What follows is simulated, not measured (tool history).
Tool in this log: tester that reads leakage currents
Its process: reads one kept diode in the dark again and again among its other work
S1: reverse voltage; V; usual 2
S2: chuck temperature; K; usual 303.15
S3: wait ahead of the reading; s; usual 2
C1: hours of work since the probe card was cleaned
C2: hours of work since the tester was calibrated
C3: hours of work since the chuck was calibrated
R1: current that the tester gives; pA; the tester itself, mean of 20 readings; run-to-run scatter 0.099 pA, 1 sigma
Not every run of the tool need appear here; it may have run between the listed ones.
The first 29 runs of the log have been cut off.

Run 30, hour 5899.7: usual settings but S1 19.65 V, S3 8.8 s; C1 742; C2 3254; C3 302. Result: R1 69.06 pA.
Run 31, hour 6157.7: usual settings but S1 3.11 V, S2 299.15 K; C1 905; C2 3417; C3 465. Result: R1 26.68 pA.
Run 32, hour 6319.2: usual settings but S1 3.5 V, S2 295.15 K, S3 7.3 s; C1 1007; C2 3519; C3 567. Result: R1 19.65 pA.
Run 33, hour 6454.8: usual settings but S2 312.15 K; C1 1093; C2 3605; C3 652. Result: R1 75.08 pA.
At hour 6634.4: probe card cleaned and baked.
Run 34, hour 6727.2: usual settings but S1 7.75 V; C1 59; C2 3775; C3 822. Result: R1 55.45 pA.
At hour 6870.3: chuck's temperature calibrated.
Run 35, hour 6872.9: usual settings but S3 1.33 s; C1 149; C2 3865; C3 2. Result: R1 28.18 pA.
Run 36, hour 7117: usual settings but S1 15.2 V, S2 296.15 K, S3 7.45 s; C1 303; C2 4019; C3 156. Result: R1 30.62 pA.
Run 37, hour 7236.3: usual settings but S1 15.2 V, S2 296.15 K, S3 7.45 s; C1 379; C2 4095; C3 231. Result: R1 31.64 pA.
Run 38, hour 7426.6: usual settings but S3 7.9 s; C1 499; C2 4215; C3 351. Result: R1 30.85 pA.
Run 39, hour 7601.7: usual settings but S3 7.9 s; C1 609; C2 4325; C3 462. Result: R1 31.49 pA.

4 options for the next run, each taken on its own from the tool as it stands now. Forecast them:
Run A, hour 7849: usual settings but S1 11.1 V, S3 6.83 s; C1 765; C2 4481; C3 618. Result: R1 ?.
Run B, hour 7849: usual settings but S1 1.81 V, S2 299.15 K, S3 1.91 s; C1 765; C2 4481; C3 618. Result: R1 ?.
Run C, hour 7849: usual settings but S3 9.12 s; C1 765; C2 4481; C3 618. Result: R1 ?.
Run D, hour 7849: usual settings but S1 17.94 V, S2 325.15 K, S3 7.9 s; C1 765; C2 4481; C3 618. Result: R1 ?.

run     R1
  A  59.14
  B  22.45
  C  33.11
  D  433.7
The same runs, with their run-to-run variation unchanged, on a tool lacking any hidden condition would have given:
run      R1
  A   49.93
  B   19.28
  C   28.63
  D  383.91
